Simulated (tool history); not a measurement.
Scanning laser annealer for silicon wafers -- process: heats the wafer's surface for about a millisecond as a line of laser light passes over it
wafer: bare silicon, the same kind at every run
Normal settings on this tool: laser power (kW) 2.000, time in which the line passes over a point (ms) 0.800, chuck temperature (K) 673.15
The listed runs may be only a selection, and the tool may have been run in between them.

run   hour  laser power (kW)  time in which the line passes over a point (ms)  chuck temperature (K)  highest temperature of the surface (K)
  1    0.0             2.000                                            0.800                 673.15                                 1444.15
       4.2  -- window over the wafer cleaned
  2   16.3             2.000                                            0.800                 673.15                                 1483.15
  3   27.0             1.849                                            0.800                 673.15                                 1414.15
  4   41.8             2.000                                            0.800                 685.15                                 1494.15
  5   54.1             2.000                                            0.800                 685.15                                 1491.15
  6   63.8             2.000                                            0.800                 673.15                                 1480.15
  7   73.7             2.000                                            0.800                 673.15                                 1481.15
  8   89.3             2.000                                            0.800                 673.15                                 1474.15
  9  103.9             2.087                                            0.800                 673.15                                 1519.15
     122.5  -- optics aligned, line set to its width
 10  123.1             2.087                                            0.800                 673.15                                 1525.15
 11  131.1             2.087                                            0.800                 673.15                                 1528.15
 12  141.0             2.087                                            0.800                 673.15                                 1523.15
 13  153.8             2.087                                            0.800                 673.15                                 1521.15
 14  163.1             2.000                                            0.800                 698.15                                 1507.15
 15  173.8             2.000                                            0.589                 698.15                                 1393.15
 16  185.8             2.000                                            0.589                 698.15                                 1393.15
 17  193.5             2.000                                            0.589                 698.15                                 1393.15
 18  201.3             2.000                                            0.903                 693.15                                 1545.15
 19  213.2             1.896                                            0.800                 646.15                                 1401.15
 20  223.6             2.191                                            0.789                 666.15                                 1555.15
 21  238.1             2.000                                            0.942                 649.15                                 1514.15
 22  254.1             2.000                                            0.942                 649.15                                 1514.15
 23  271.0             2.000                                            0.942                 649.15                                 1514.15
 24  279.7             1.879                                            0.590                 673.15                                 1309.15
 25  290.1             1.786                                            0.838                 694.15                                 1409.15
 26  303.1             1.929                                            0.991                 694.15                                 1537.15

Predict each of these 4 candidate next runs independently; none follows another, all start after run 26:
  A  314.0             1.929                                            0.885                 712.15                                       ?
  B  314.0             1.726                                            0.800                 686.15                                       ?
  C  314.0             1.836                                            0.956                 703.15                                       ?
  D  314.0             2.052                                            0.800                 673.15                                       ?

run  highest temperature of the surface (K)
  A                                 1513.15
  B                                 1354.15
  C                                 1485.15
  D                                 1493.15
Take away the tool's hidden state, keep each run's random variation, and the runs would have read:
run  highest temperature of the surface (K)
  A                                 1542.15
  B                                 1378.15
  C                                 1513.15
  D                                 1523.15
